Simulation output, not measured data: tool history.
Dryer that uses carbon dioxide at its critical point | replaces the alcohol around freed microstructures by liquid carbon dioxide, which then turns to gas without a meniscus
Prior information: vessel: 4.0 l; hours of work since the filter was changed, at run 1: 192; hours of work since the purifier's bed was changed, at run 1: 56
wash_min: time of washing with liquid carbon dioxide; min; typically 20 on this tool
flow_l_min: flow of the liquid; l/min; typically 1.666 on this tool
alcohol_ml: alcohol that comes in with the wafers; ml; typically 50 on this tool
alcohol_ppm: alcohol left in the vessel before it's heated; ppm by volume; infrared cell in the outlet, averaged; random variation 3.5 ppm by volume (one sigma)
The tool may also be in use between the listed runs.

| run | hour | wash_min | flow_l_min | alcohol_ml | hours of work since the filter was changed | hours of work since the purifier's bed was changed | alcohol_ppm |
|---|---|---|---|---|---|---|---|
| 1 | 0 | 20 | 1.666 | 50 | 192 | 56 | 33 |
| 2 | 41.1 | 20 | 1.666 | 91 | 212 | 76 | 45 |
| 3 | 76.5 | 20 | 1.666 | 91 | 229 | 93 | 52 |
| 4 | 132.9 | 20 | 1.666 | 50 | 256 | 120 | 43 |
| 5 | 174.4 | 20 | 1.666 | 50 | 276 | 139 | 37 |
| 6 | 227.2 | 23 | 1.666 | 50 | 301 | 165 | 34 |
| 7 | 275.5 | 23 | 1.666 | 50 | 324 | 188 | 39 |
| 8 | 322.9 | 23 | 1.666 | 50 | 347 | 211 | 38 |
| 9 | 383.3 | 23 | 1.666 | 50 | 375 | 239 | 42 |
| 10 | 447.5 | 23 | 1.666 | 50 | 406 | 270 | 38 |
| 11 | 500.2 | 23 | 1.666 | 50 | 431 | 295 | 38 |
| 12 | 541.4 | 23 | 1.18 | 50 | 451 | 315 | 106 |
| 13 | 598.8 | 23 | 1.18 | 50 | 479 | 343 | 118 |
| 14 | 638 | 23 | 1.18 | 50 | 497 | 361 | 116 |
| 15 | 669.6 | 23 | 1.18 | 50 | 512 | 376 | 124 |
| 16 | 731.2 | 20 | 1.666 | 50 | 542 | 406 | 79 |
|  | 775.8 | inlet filter changed |
| 17 | 790.3 | 18 | 1.666 | 50 | 7 | 434 | 79 |
| 18 | 849.3 | 18 | 1.666 | 50 | 35 | 462 | 83 |
| 19 | 883.2 | 18 | 1.666 | 50 | 51 | 478 | 87 |
| 20 | 932.2 | 20 | 1.666 | 50 | 75 | 502 | 71 |
| 21 | 984.4 | 20 | 1.666 | 76 | 100 | 527 | 87 |
| 22 | 1023.6 | 14 | 1.56 | 109 | 119 | 545 | 416 |
| 23 | 1059.4 | 18 | 1.666 | 50 | 136 | 562 | 94 |
| 24 | 1125.5 | 30 | 1.83 | 33 | 167 | 594 | 65 |
| 25 | 1169.5 | 20 | 1.33 | 50 | 188 | 615 | 138 |
|  | 1189.4 | purifier's bed changed |
| 26 | 1228.8 | 20 | 1.01 | 94 | 215 | 19 | 459 |
| 27 | 1299 | 25 | 1.666 | 51 | 249 | 52 | 9 |

Estimate the outcome of run 28 from the log above:
| 28 | 1329.1 | 25 | 1.666 | 51 | 263 | 67 | ? |

alcohol_ppm: 13 ppm by volume
Without the tool's hidden state the same run would have given alcohol_ppm 5 ppm by volume.
